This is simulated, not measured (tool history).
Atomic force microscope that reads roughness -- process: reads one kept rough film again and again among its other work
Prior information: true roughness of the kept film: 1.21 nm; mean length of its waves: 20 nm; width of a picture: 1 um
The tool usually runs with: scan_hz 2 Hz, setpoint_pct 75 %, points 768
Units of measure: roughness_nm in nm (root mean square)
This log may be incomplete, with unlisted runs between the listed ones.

run,hour,scan_hz,setpoint_pct,points,roughness_nm
1,0,2,75,768,0.963
2,28.7,2,75,768,0.975
3,45,3.9,75,768,0.879
4,80.9,3.9,75,768,0.872
5,99.8,3.9,75,768,0.87
6,122.9,3.9,75,768,0.881
7,141.4,2,55,768,1.071
8,160.2,2,55,768,1.066
9,176.1,2,75,768,0.974
10,212.9,2,75,768,0.984
11,239.4,2,72,768,1.004
12,270.2,2,72,768,0.997
13,294.2,2,72,901,0.997
14,319.9,2,72,901,0.992
15,348.6,2,72,381,0.976
16,365.9,2,72,381,0.984
17,401.8,2,75,768,0.976
18,426.3,2,75,768,0.982
19,444.3,2,75,768,0.98
20,475.3,2,75,768,0.97
21,495.3,2,75,768,0.97
22,532.4,2,75,768,0.982
23,561.7,2,75,768,0.973
24,593.7,2,75,768,0.976
25,627,2,64,768,1.029
26,664.2,1.73,72,325,0.992
27,682.4,2,64,768,1.033
28,717.3,1.7,71,768,1.005
29,746.4,2,64,395,1.033
30,764.4,0.64,79,715,1.056
31,797.1,0.64,63,715,1.089
32,831.3,2.7,79,768,0.895
33,861.7,2.7,79,768,0.906
34,885.7,2.7,79,768,0.901
35,909.2,2.7,79,768,0.894
36,939.3,1.43,75,594,1.008
37,970.7,2.77,78,349,0.893
38,1002.9,2.77,78,349,0.888
39,1031.6,2,71,864,1
40,1068.2,2,71,864,1.01
41,1099,1.24,71,401,1.029
42,1125.1,1.24,71,401,1.024
43,1160.6,0.87,74,426,1.046
44,1189.7,0.87,74,426,1.042
45,1225.2,0.87,74,426,1.038
46,1262.4,0.87,74,426,1.048
47,1291.3,0.87,79,768,1.042
48,1322.8,2.06,79,768,0.95
49,1342.1,2.63,79,285,0.883
50,1375.8,2.63,79,285,0.882

Not shown here: 14 entries made in the log between runs. Locate each between two listed runs and compare the hidden state at the listed run before it with the hidden state at the listed run after it:
Between runs 1 and 2: new tip fitted (hour 4.3)
  radius of the tip, nm: 7.5 -> 7.1
Between runs 5 and 6: new tip fitted (hour 105.1)
  radius of the tip, nm: 7.5 -> 7.1
Between runs 9 and 10: new tip fitted (hour 207.6)
  radius of the tip, nm: 7.4 -> 7
Between runs 13 and 14: new tip fitted (hour 311.8)
  radius of the tip, nm: 7.4 -> 7.1
Between runs 17 and 18: new tip fitted (hour 413.7)
  radius of the tip, nm: 7.4 -> 7.1
Between runs 21 and 22: new tip fitted (hour 516)
  radius of the tip, nm: 7.4 -> 7.1
Between runs 24 and 25: new tip fitted (hour 618.8)
  radius of the tip, nm: 7.4 -> 7
Between runs 28 and 29: new tip fitted (hour 720.6)
  radius of the tip, nm: 7.5 -> 7.1
Between runs 31 and 32: new tip fitted (hour 822.3)
  radius of the tip, nm: 7.4 -> 7
Between runs 35 and 36: new tip fitted (hour 924.8)
  radius of the tip, nm: 7.4 -> 7.1
Between runs 38 and 39: new tip fitted (hour 1027.5)
  radius of the tip, nm: 7.4 -> 7
Between runs 42 and 43: new tip fitted (hour 1130.3)
  radius of the tip, nm: 7.5 -> 7.2
Between runs 45 and 46: new tip fitted (hour 1233.8)
  radius of the tip, nm: 7.5 -> 7.2
Between runs 48 and 49: new tip fitted (hour 1335.7)
  radius of the tip, nm: 7.5 -> 7

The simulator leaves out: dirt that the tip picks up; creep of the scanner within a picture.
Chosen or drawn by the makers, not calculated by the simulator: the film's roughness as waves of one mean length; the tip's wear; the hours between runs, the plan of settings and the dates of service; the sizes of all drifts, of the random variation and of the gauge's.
